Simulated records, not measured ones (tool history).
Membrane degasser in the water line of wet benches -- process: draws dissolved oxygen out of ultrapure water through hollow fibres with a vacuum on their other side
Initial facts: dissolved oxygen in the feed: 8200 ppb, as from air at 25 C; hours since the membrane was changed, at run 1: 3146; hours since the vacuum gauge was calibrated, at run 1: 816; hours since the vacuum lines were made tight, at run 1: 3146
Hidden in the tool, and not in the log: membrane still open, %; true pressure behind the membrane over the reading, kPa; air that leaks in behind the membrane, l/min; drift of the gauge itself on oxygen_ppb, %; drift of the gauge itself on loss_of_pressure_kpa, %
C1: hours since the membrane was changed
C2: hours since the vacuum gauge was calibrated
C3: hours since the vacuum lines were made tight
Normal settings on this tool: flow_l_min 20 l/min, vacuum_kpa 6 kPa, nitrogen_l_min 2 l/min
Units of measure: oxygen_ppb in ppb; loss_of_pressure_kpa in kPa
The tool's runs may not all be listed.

Run 1, day 0: usual settings; C1 3146; C2 816; C3 3146. Result: oxygen_ppb 117.7 ppb, loss_of_pressure_kpa 48.49 kPa.
Run 2, day 4.2: usual settings; C1 3246; C2 917; C3 3246. Result: oxygen_ppb 116.9 ppb, loss_of_pressure_kpa 49.04 kPa.
Run 3, day 9.321: usual settings; C1 3369; C2 1040; C3 3369. Result: oxygen_ppb 118.5 ppb, loss_of_pressure_kpa 48.77 kPa.
Run 4, day 12.362: usual settings; C1 3442; C2 1113; C3 3442. Result: oxygen_ppb 118.5 ppb, loss_of_pressure_kpa 48.99 kPa.
Run 5, day 16.496: usual settings but flow_l_min 15 l/min; C1 3541; C2 1212; C3 3541. Result: oxygen_ppb 67.1 ppb, loss_of_pressure_kpa 36.7 kPa.
Run 6, day 20.958: usual settings but flow_l_min 15 l/min, vacuum_kpa 13.66 kPa; C1 3649; C2 1319; C3 3649. Result: oxygen_ppb 199 ppb, loss_of_pressure_kpa 36.61 kPa.
Run 7, day 28.179: usual settings but flow_l_min 15 l/min, vacuum_kpa 13.66 kPa; C1 3822; C2 1492; C3 3822. Result: oxygen_ppb 197.4 ppb, loss_of_pressure_kpa 36.58 kPa.
Run 8, day 33.125: usual settings but flow_l_min 23 l/min, vacuum_kpa 13.66 kPa, nitrogen_l_min 2.3 l/min; C1 3941; C2 1611; C3 3941. Result: oxygen_ppb 321.5 ppb, loss_of_pressure_kpa 56.29 kPa.
Run 9, day 39.721: usual settings but flow_l_min 19 l/min, nitrogen_l_min 5.67 l/min; C1 4099; C2 1769; C3 4099. Result: oxygen_ppb 65.9 ppb, loss_of_pressure_kpa 46.64 kPa.
Run 10, day 45.246: usual settings but vacuum_kpa 4.57 kPa, nitrogen_l_min 5.2 l/min; C1 4231; C2 1902; C3 4231. Result: oxygen_ppb 65.7 ppb, loss_of_pressure_kpa 49.14 kPa.
Run 11, day 52.45: usual settings but vacuum_kpa 4.57 kPa, nitrogen_l_min 5.2 l/min; C1 4404; C2 2075; C3 4404. Result: oxygen_ppb 66.2 ppb, loss_of_pressure_kpa 49.22 kPa.

Each row is a separate what-if for the run after 11, all from the same tool condition, not one after another. Results?
Run A, day 56.567: usual settings but flow_l_min 18 l/min, vacuum_kpa 4.73 kPa, nitrogen_l_min 1.39 l/min; C1 4503; C2 2173; C3 4503. Result: oxygen_ppb ?, loss_of_pressure_kpa ?.
Run B, day 56.567: usual settings but flow_l_min 25 l/min, vacuum_kpa 7.68 kPa, nitrogen_l_min 2.5 l/min; C1 4503; C2 2173; C3 4503. Result: oxygen_ppb ?, loss_of_pressure_kpa ?.
Run C, day 56.567: usual settings but flow_l_min 21 l/min, nitrogen_l_min 4.9 l/min; C1 4503; C2 2173; C3 4503. Result: oxygen_ppb ?, loss_of_pressure_kpa ?.

run  oxygen_ppb  loss_of_pressure_kpa
  A        81.5                 44.56
  B       218.8                 61.73
  C        93.8                 51.89
Without the tool's hidden state the same runs would have given:
run  oxygen_ppb  loss_of_pressure_kpa
  A        81.3                 43.91
  B       218.6                 60.83
  C        93.7                 51.14
